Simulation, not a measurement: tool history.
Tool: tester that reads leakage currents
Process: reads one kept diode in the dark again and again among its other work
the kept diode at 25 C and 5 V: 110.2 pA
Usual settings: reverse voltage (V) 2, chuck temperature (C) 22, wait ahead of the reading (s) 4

run,hour,reverse voltage (V),chuck temperature (C),wait ahead of the reading (s),current that the tester gives (pA)
1,0,2,22,4,61.63
2,61.2,2.04,22,4,62.5
3,107.3,2.04,22,4,62.36
4,167.6,2,22,4,62.3
5,249.4,2,22,4,62.32
6,299.5,2,21,4,57.29
7,386.5,2,21,4.48,57.35
8,438.8,2,21,4.48,57.75
9,528.8,2,22,4,63.3
10,583.9,2,22,4,63.53
11,656.7,2,22,4,63.95
12,728.9,2,31,4,139.38
13,813,2,30,4,128.73
14,870.2,2,30,4,128.44
15,947.1,2,22,4,64.95
16,1021.2,2,22,4,64.81
17,1066,9.56,22,4,126.84
# hour 1073: tester calibrated
18,1133.7,9.56,22,2.35,126.15
19,1208.7,9.56,22,2.35,126.76
20,1247.7,9.56,22,2.35,127.68
21,1315.9,1.67,29,2.35,111.88
# hour 1396.3: tester calibrated, once more
22,1414.9,6.48,32,2.33,253.58
23,1474,5.07,25,9.37,127.32
24,1516.4,3.01,42,5.53,415.66
25,1587.2,14.49,25,6.68,202.79
26,1652.8,14.49,23,1.02,171.88
27,1738.6,1.4,36,1.93,190.58
28,1833.7,2,38,0.84,258.86
29,1908.1,2,38,0.84,260.23

The next listed run, before its measurement:
30,1977.4,2,38,0.84,?

current that the tester gives (pA): 260.96
Without the tool's hidden state the same run would have given current that the tester gives (pA) 229.49.
